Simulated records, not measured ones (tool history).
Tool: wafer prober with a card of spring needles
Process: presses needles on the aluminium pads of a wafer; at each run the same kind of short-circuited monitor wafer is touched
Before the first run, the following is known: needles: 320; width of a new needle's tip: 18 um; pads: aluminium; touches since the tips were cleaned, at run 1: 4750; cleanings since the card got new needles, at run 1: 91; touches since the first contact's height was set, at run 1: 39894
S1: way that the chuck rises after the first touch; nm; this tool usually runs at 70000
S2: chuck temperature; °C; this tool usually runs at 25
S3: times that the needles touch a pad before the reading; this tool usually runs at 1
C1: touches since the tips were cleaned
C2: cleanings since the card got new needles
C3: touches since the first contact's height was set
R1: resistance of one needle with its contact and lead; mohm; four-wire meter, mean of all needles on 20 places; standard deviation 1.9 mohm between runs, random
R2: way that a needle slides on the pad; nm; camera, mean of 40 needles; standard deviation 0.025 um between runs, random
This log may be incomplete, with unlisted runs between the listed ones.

run,hour,S1,S2,S3,C1,C2,C3,R1,R2
1,0,70000,25,1,4750,91,39894,260,15460
# hour 1.8: tips cleaned on abrasive film
# hour 8.8: tips cleaned on abrasive film
# hour 15.9: tips cleaned on abrasive film
# hour 24.6: tips cleaned on abrasive film
# hour 31.6: tips cleaned on abrasive film
2,36.3,70000,25,1,3496,96,66819,262,15270
# hour 39.8: tips cleaned on abrasive film
# hour 46.9: tips cleaned on abrasive film
# hour 55.6: tips cleaned on abrasive film
# hour 64.4: tips cleaned on abrasive film
3,65.7,70000,25,2,1011,100,88656,220,15200
# hour 72.7: tips cleaned on abrasive film
# hour 79.7: tips cleaned on abrasive film
# hour 88.5: tips cleaned on abrasive film
4,90,70000,99,1,1136,103,106715,244,15190
# hour 97: tips cleaned on abrasive film
# hour 104: tips cleaned on abrasive film
# hour 112.8: tips cleaned on abrasive film
# hour 119.8: tips cleaned on abrasive film
# hour 128.6: tips cleaned on abrasive film
5,129.5,70000,99,1,677,108,136029,237,15080
# hour 136.5: tips cleaned on abrasive film
# hour 143.5: tips cleaned on abrasive film
# hour 150.5: tips cleaned on abrasive film
6,154.9,70000,99,1,3319,111,154969,273,15010
# hour 158.5: tips cleaned on abrasive film
# hour 165.5: tips cleaned on abrasive film
# hour 167.3: tips cleaned on abrasive film, once more
# hour 174.3: tips cleaned on abrasive film
# hour 174.6: height of the first contact set anew
# hour 183.4: tips cleaned on abrasive film
# hour 190.4: tips cleaned on abrasive film
7,191.9,70000,99,1,1100,117,12815,240,15520
# hour 198.9: tips cleaned on abrasive film
# hour 205.9: tips cleaned on abrasive film
8,209.4,70000,99,1,2599,119,25827,263,15570
# hour 214.7: tips cleaned on abrasive film
# hour 223.4: tips cleaned on abrasive film
# hour 230.8: tips cleaned on abrasive film
9,230.8,70000,99,1,0,122,41703,228,15440
# hour 239.5: tips cleaned on abrasive film
# hour 246.5: tips cleaned on abrasive film
# hour 255.3: tips cleaned on abrasive film
# hour 263.5: tips cleaned on abrasive film
10,263.5,70000,25,1,0,126,66062,215,15340
# hour 272.3: tips cleaned on abrasive film
# hour 281: tips cleaned on abrasive film
# hour 288: tips cleaned on abrasive film
# hour 295.1: tips cleaned on abrasive film
11,301.5,70000,25,1,4870,130,94362,270,15280
# hour 303.4: tips cleaned on abrasive film
# hour 310.4: tips cleaned on abrasive film
# hour 319.1: tips cleaned on abrasive film
# hour 326.2: tips cleaned on abrasive film
# hour 334.9: tips cleaned on abrasive film
12,339,70000,25,1,3080,135,122174,256,15210
# hour 342.6: tips cleaned on abrasive film
# hour 349.6: tips cleaned on abrasive film
# hour 356.6: tips cleaned on abrasive film
# hour 365.3: tips cleaned on abrasive film
# hour 372.4: tips cleaned on abrasive film
13,376.9,70000,25,1,3418,140,150325,255,15140
# hour 380.5: tips cleaned on abrasive film
# hour 389.2: tips cleaned on abrasive film
# hour 398: tips cleaned on abrasive film
# hour 403.5: height of the first contact set anew
# hour 405.3: tips cleaned on abrasive film
# hour 414: tips cleaned on abrasive film
14,415.3,67000,26,2,985,145,8796,221,14890
# hour 422.4: tips cleaned on abrasive film
# hour 431.1: tips cleaned on abrasive film
15,434.4,67000,26,2,2440,147,22952,240,14890
# hour 439.6: tips cleaned on abrasive film
# hour 448.4: tips cleaned on abrasive film
# hour 457.1: tips cleaned on abrasive film
# hour 464.2: tips cleaned on abrasive film
16,464.5,67000,59,2,266,151,45345,226,14780
# hour 471.5: tips cleaned on abrasive film
# hour 478.5: tips cleaned on abrasive film
17,482.3,57000,65,3,2816,153,58574,243,12520
# hour 485.8: tips cleaned on abrasive film
# hour 492.9: tips cleaned on abrasive film
# hour 499.9: tips cleaned on abrasive film
18,506,57000,65,3,4594,156,76183,255,12460
# hour 507.8: tips cleaned on abrasive film
# hour 514.8: tips cleaned on abrasive film
# hour 521.9: tips cleaned on abrasive film
# hour 530.6: tips cleaned on abrasive film
19,535.7,57000,58,3,3841,160,98247,252,12370
# hour 539.3: tips cleaned on abrasive film
# hour 548: tips cleaned on abrasive film
# hour 555: tips cleaned on abrasive film
# hour 563.8: tips cleaned on abrasive film
# hour 570.8: tips cleaned on abrasive film
20,576.2,57000,58,3,4067,165,128347,254,12250
# hour 578: tips cleaned on abrasive film
# hour 585.1: tips cleaned on abrasive film
# hour 593.8: tips cleaned on abrasive film
# hour 600.8: tips cleaned on abrasive film
21,601.4,57000,58,3,457,169,147024,233,12150
# hour 608.4: tips cleaned on abrasive film
# hour 615.5: tips cleaned on abrasive film
# hour 622.5: tips cleaned on abrasive film
22,625.1,57000,58,3,1988,172,164631,242,12130
# hour 630.4: tips cleaned on abrasive film
# hour 632.4: height of the first contact set anew
# hour 637.7: tips cleaned on abrasive film
# hour 646.5: tips cleaned on abrasive film
# hour 653.5: tips cleaned on abrasive film
23,657.4,84000,32,2,2940,176,18560,230,18630
# hour 661: tips cleaned on abrasive film
# hour 668: tips cleaned on abrasive film
# hour 676.7: tips cleaned on abrasive film
# hour 683.8: tips cleaned on abrasive film
# hour 692.5: tips cleaned on abrasive film
24,695.9,53000,97,1,2521,181,47116,292,11670
# hour 701.1: tips cleaned on abrasive film
# hour 708.2: tips cleaned on abrasive film
# hour 715.2: tips cleaned on abrasive film
# hour 723.9: tips cleaned on abrasive film
# hour 731: tips cleaned on abrasive film
25,731,70000,25,1,0,186,73171,215,15370

Alternative continuations, all from the tool just after run 25; predict every row:
# hour 739.7: tips cleaned on abrasive film
# hour 746.7: tips cleaned on abrasive film
# hour 753.7: tips cleaned on abrasive film
A,757.3,53000,25,2,2675,189,92757,?,?
# hour 739.7: tips cleaned on abrasive film
# hour 746.7: tips cleaned on abrasive film
# hour 753.7: tips cleaned on abrasive film
B,757.3,70000,30,1,2675,189,92757,?,?
# hour 739.7: tips cleaned on abrasive film
# hour 746.7: tips cleaned on abrasive film
# hour 753.7: tips cleaned on abrasive film
C,757.3,61000,25,1,2675,189,92757,?,?
# hour 739.7: tips cleaned on abrasive film
# hour 746.7: tips cleaned on abrasive film
# hour 753.7: tips cleaned on abrasive film
D,757.3,69000,59,1,2675,189,92757,?,?
# hour 739.7: tips cleaned on abrasive film
# hour 746.7: tips cleaned on abrasive film
# hour 753.7: tips cleaned on abrasive film
E,757.3,87000,25,2,2675,189,92757,?,?

run,R1,R2
A,260,11500
B,254,15290
C,268,13290
D,264,15080
E,225,19090
Had the tool no hidden state, the same runs would have come out as:
run,R1,R2
A,210,11790
B,207,15580
C,206,13590
D,217,15370
E,204,19390
